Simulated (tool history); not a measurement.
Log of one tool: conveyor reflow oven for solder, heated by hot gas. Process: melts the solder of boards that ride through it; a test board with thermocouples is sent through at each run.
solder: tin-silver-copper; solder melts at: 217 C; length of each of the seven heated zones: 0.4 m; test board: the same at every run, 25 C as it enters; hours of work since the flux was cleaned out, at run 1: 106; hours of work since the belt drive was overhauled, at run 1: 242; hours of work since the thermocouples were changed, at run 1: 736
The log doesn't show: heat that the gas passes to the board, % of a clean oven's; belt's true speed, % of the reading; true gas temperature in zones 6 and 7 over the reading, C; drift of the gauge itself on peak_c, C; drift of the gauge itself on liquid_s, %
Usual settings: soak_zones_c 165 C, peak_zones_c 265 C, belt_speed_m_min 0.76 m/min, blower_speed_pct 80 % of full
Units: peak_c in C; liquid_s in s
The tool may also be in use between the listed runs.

| run | hour | soak_zones_c | peak_zones_c | belt_speed_m_min | blower_speed_pct | hours of work since the flux was cleaned out | hours of work since the belt drive was overhauled | hours of work since the thermocouples were changed | peak_c | liquid_s |
|---|---|---|---|---|---|---|---|---|---|---|
| 1 | 0 | 165 | 265 | 0.76 | 80 | 106 | 242 | 736 | 250.4 | 44 |
| 2 | 51.1 | 165 | 265 | 0.76 | 80 | 146 | 282 | 776 | 249.9 | 43.9 |
| 3 | 125.4 | 165 | 265 | 0.76 | 80 | 203 | 339 | 833 | 249.7 | 43.6 |
|  | 148.1 | flux residue cleaned out of gas plates and filters |
| 4 | 192.5 | 165 | 265 | 0.76 | 80 | 34 | 387 | 881 | 249.4 | 43.7 |
| 5 | 264.9 | 165 | 265 | 0.76 | 80 | 90 | 443 | 937 | 249.5 | 43.9 |
| 6 | 311.9 | 157 | 265 | 0.76 | 80 | 126 | 479 | 973 | 248.4 | 41.1 |
| 7 | 354.5 | 157 | 265 | 0.76 | 71 | 159 | 512 | 1006 | 246.6 | 39.3 |
| 8 | 421.9 | 157 | 265 | 0.76 | 71 | 211 | 564 | 1058 | 246.5 | 38.9 |
|  | 434 | flux residue cleaned out of gas plates and filters |
| 9 | 491.3 | 165 | 256 | 0.781 | 80 | 44 | 613 | 1107 | 240.9 | 36.6 |
| 10 | 541.9 | 165 | 263 | 0.665 | 77 | 83 | 653 | 1146 | 251.1 | 51.8 |
| 11 | 612.2 | 165 | 263 | 0.665 | 77 | 138 | 707 | 1201 | 251.3 | 51.9 |
| 12 | 670.9 | 165 | 263 | 0.665 | 77 | 183 | 752 | 1246 | 250.9 | 51.7 |
|  | 684.3 | thermocouples of zones 6 and 7 changed |
|  | 720.8 | flux residue cleaned out of gas plates and filters |
| 13 | 721.9 | 165 | 263 | 0.665 | 77 | 1 | 786 | 25 | 251.4 | 52.2 |
| 14 | 764.5 | 169 | 274 | 0.892 | 80 | 34 | 819 | 58 | 253.3 | 38.6 |
| 15 | 828.3 | 166 | 264 | 0.634 | 80 | 83 | 868 | 107 | 253.7 | 57.4 |

Forecast each of these 3 alternatives for the next run:
| A | 891.4 | 166 | 258 | 0.634 | 80 | 132 | 917 | 156 | ? | ? |
| B | 891.4 | 165 | 265 | 0.693 | 80 | 132 | 917 | 156 | ? | ? |
| C | 891.4 | 153 | 271 | 0.829 | 80 | 132 | 917 | 156 | ? | ? |

| run | peak_c | liquid_s |
|---|---|---|
| A | 248.4 | 53.9 |
| B | 252.9 | 51 |
| C | 249.7 | 37.2 |
Without the tool's hidden state the same runs would have given:
| run | peak_c | liquid_s |
|---|---|---|
| A | 248.5 | 53.9 |
| B | 253 | 51.1 |
| C | 249.8 | 37.2 |
